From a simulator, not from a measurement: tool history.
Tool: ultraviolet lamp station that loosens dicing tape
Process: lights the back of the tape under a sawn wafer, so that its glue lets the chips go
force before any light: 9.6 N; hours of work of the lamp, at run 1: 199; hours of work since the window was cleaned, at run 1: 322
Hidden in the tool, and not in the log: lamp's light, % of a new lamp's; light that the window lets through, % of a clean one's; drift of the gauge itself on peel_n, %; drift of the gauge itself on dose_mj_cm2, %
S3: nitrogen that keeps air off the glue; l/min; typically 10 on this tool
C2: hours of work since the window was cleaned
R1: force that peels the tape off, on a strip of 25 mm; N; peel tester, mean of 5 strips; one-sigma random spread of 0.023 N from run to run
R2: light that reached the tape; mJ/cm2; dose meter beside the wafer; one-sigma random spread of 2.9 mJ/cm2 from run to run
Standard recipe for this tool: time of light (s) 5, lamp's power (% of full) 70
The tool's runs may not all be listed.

run 1 day=0 | time_of_light_(s)=5 lamp's_power_(%_of_full)=70 S3=10 | hours_of_work_of_the_lamp=199 C2=322 | R1=1.707 R2=342
run 2 day=0.388 | time_of_light_(s)=5 lamp's_power_(%_of_full)=70 S3=10 | hours_of_work_of_the_lamp=204 C2=327 | R1=1.671 R2=340
run 3 day=0.804 | time_of_light_(s)=5 lamp's_power_(%_of_full)=70 S3=10 | hours_of_work_of_the_lamp=210 C2=333 | R1=1.728 R2=337
run 4 day=1.196 | time_of_light_(s)=5 lamp's_power_(%_of_full)=70 S3=10 | hours_of_work_of_the_lamp=216 C2=338 | R1=1.752 R2=331
run 5 day=1.604 | time_of_light_(s)=5 lamp's_power_(%_of_full)=70 S3=10 | hours_of_work_of_the_lamp=221 C2=344 | R1=1.812 R2=331
run 6 day=2.008 | time_of_light_(s)=5 lamp's_power_(%_of_full)=70 S3=10 | hours_of_work_of_the_lamp=227 C2=350 | R1=1.792 R2=330
run 7 day=2.208 | time_of_light_(s)=5 lamp's_power_(%_of_full)=70 S3=10 | hours_of_work_of_the_lamp=230 C2=352 | R1=1.741 R2=335
run 8 day=2.612 | time_of_light_(s)=5 lamp's_power_(%_of_full)=99 S3=10 | hours_of_work_of_the_lamp=235 C2=358 | R1=0.931 R2=462
run 9 day=3.033 | time_of_light_(s)=5 lamp's_power_(%_of_full)=70 S3=9 | hours_of_work_of_the_lamp=241 C2=364 | R1=1.907 R2=323
run 10 day=3.5 | time_of_light_(s)=5 lamp's_power_(%_of_full)=70 S3=10 | hours_of_work_of_the_lamp=247 C2=370 | R1=1.788 R2=322
run 11 day=3.788 | time_of_light_(s)=5 lamp's_power_(%_of_full)=70 S3=10 | hours_of_work_of_the_lamp=251 C2=374 | R1=1.83 R2=321
run 12 day=4.004 | time_of_light_(s)=5 lamp's_power_(%_of_full)=96 S3=10 | hours_of_work_of_the_lamp=254 C2=377 | R1=1.072 R2=442
run 13 day=4.371 | time_of_light_(s)=5 lamp's_power_(%_of_full)=96 S3=10 | hours_of_work_of_the_lamp=259 C2=382 | R1=1.098 R2=438
run 14 day=4.817 | time_of_light_(s)=5 lamp's_power_(%_of_full)=96 S3=8 | hours_of_work_of_the_lamp=266 C2=388 | R1=1.291 R2=441
run 15 day=5.092 | time_of_light_(s)=5 lamp's_power_(%_of_full)=96 S3=8 | hours_of_work_of_the_lamp=269 C2=392 | R1=1.238 R2=434
run 16 day=5.412 | time_of_light_(s)=5 lamp's_power_(%_of_full)=99 S3=10 | hours_of_work_of_the_lamp=274 C2=397 | R1=1.024 R2=451
run 17 day=5.742 | time_of_light_(s)=5 lamp's_power_(%_of_full)=99 S3=10 | hours_of_work_of_the_lamp=278 C2=401 | R1=1.031 R2=442
run 18 day=6.042 | time_of_light_(s)=10 lamp's_power_(%_of_full)=70 S3=10 | hours_of_work_of_the_lamp=282 C2=405 | R1=0.499 R2=628
run 19 day=6.333 | time_of_light_(s)=8 lamp's_power_(%_of_full)=70 S3=10 | hours_of_work_of_the_lamp=286 C2=409 | R1=0.824 R2=498
run 20 day=6.642 | time_of_light_(s)=8 lamp's_power_(%_of_full)=70 S3=10 | hours_of_work_of_the_lamp=291 C2=413 | R1=0.859 R2=497
run 21 day=6.875 | time_of_light_(s)=8 lamp's_power_(%_of_full)=70 S3=3 | hours_of_work_of_the_lamp=294 C2=417 | R1=1.818 R2=499
run 22 day=7.196 | time_of_light_(s)=4 lamp's_power_(%_of_full)=86 S3=10 | hours_of_work_of_the_lamp=298 C2=421 | R1=2.007 R2=303
run 23 day=7.642 | time_of_light_(s)=4 lamp's_power_(%_of_full)=86 S3=10 | hours_of_work_of_the_lamp=304 C2=427 | R1=2.06 R2=303
run 24 day=7.908 | time_of_light_(s)=4 lamp's_power_(%_of_full)=73 S3=8 | hours_of_work_of_the_lamp=308 C2=431 | R1=2.886 R2=254
-- day=7.958 window cleaned of glue's vapour
run 25 day=8.208 | time_of_light_(s)=3 lamp's_power_(%_of_full)=75 S3=19 | hours_of_work_of_the_lamp=312 C2=3 | R1=3.31 R2=184
run 26 day=8.679 | time_of_light_(s)=3 lamp's_power_(%_of_full)=75 S3=19 | hours_of_work_of_the_lamp=318 C2=10 | R1=3.269 R2=181
run 27 day=9.062 | time_of_light_(s)=3 lamp's_power_(%_of_full)=75 S3=19 | hours_of_work_of_the_lamp=324 C2=15 | R1=3.252 R2=174
run 28 day=9.358 | time_of_light_(s)=3 lamp's_power_(%_of_full)=75 S3=19 | hours_of_work_of_the_lamp=328 C2=19 | R1=3.149 R2=176
run 29 day=9.621 | time_of_light_(s)=3 lamp's_power_(%_of_full)=75 S3=19 | hours_of_work_of_the_lamp=331 C2=23 | R1=3.259 R2=176
-- day=9.821 window cleaned of glue's vapour, once more
run 30 day=10 | time_of_light_(s)=3 lamp's_power_(%_of_full)=69 S3=4 | hours_of_work_of_the_lamp=336 C2=3 | R1=4.325 R2=207
run 31 day=10.3 | time_of_light_(s)=3 lamp's_power_(%_of_full)=70 S3=10 | hours_of_work_of_the_lamp=341 C2=7 | R1=3.312 R2=207
run 32 day=10.771 | time_of_light_(s)=3 lamp's_power_(%_of_full)=70 S3=10 | hours_of_work_of_the_lamp=347 C2=13 | R1=3.384 R2=204
run 33 day=11.129 | time_of_light_(s)=7 lamp's_power_(%_of_full)=70 S3=10 | hours_of_work_of_the_lamp=352 C2=18 | R1=0.883 R2=488
run 34 day=11.438 | time_of_light_(s)=7 lamp's_power_(%_of_full)=70 S3=10 | hours_of_work_of_the_lamp=356 C2=22 | R1=0.881 R2=477
run 35 day=11.783 | time_of_light_(s)=7 lamp's_power_(%_of_full)=70 S3=10 | hours_of_work_of_the_lamp=361 C2=27 | R1=0.892 R2=472
run 36 day=12.15 | time_of_light_(s)=7 lamp's_power_(%_of_full)=70 S3=10 | hours_of_work_of_the_lamp=366 C2=32 | R1=0.894 R2=469
run 37 day=12.429 | time_of_light_(s)=7 lamp's_power_(%_of_full)=70 S3=10 | hours_of_work_of_the_lamp=370 C2=36 | R1=0.924 R2=463
run 38 day=12.696 | time_of_light_(s)=5 lamp's_power_(%_of_full)=70 S3=10 | hours_of_work_of_the_lamp=374 C2=40 | R1=1.798 R2=333
run 39 day=12.975 | time_of_light_(s)=5 lamp's_power_(%_of_full)=70 S3=10 | hours_of_work_of_the_lamp=377 C2=44 | R1=1.734 R2=335
run 40 day=13.212 | time_of_light_(s)=5 lamp's_power_(%_of_full)=70 S3=10 | hours_of_work_of_the_lamp=381 C2=47 | R1=1.802 R2=336
run 41 day=13.683 | time_of_light_(s)=3 lamp's_power_(%_of_full)=81 S3=7 | hours_of_work_of_the_lamp=387 C2=53 | R1=3.32 R2=233
run 42 day=13.925 | time_of_light_(s)=5 lamp's_power_(%_of_full)=70 S3=5 | hours_of_work_of_the_lamp=391 C2=57 | R1=2.501 R2=331

What if the next run were any one of these 3? Each begins from the tool's condition after run 42:
run A day=14.4 | time_of_light_(s)=5 lamp's_power_(%_of_full)=100 S3=17 | hours_of_work_of_the_lamp=397 C2=63 | R1=? R2=?
run B day=14.4 | time_of_light_(s)=9 lamp's_power_(%_of_full)=67 S3=16 | hours_of_work_of_the_lamp=397 C2=63 | R1=? R2=?
run C day=14.4 | time_of_light_(s)=5 lamp's_power_(%_of_full)=70 S3=12 | hours_of_work_of_the_lamp=397 C2=63 | R1=? R2=?

run=A R1=0.701 R2=470
run=B R1=0.472 R2=566
run=C R1=1.601 R2=326
Take away the tool's hidden state, keep each run's random variation, and the runs would have read:
run=A R1=0.387 R2=612
run=B R1=0.278 R2=737
run=C R1=0.984 R2=425
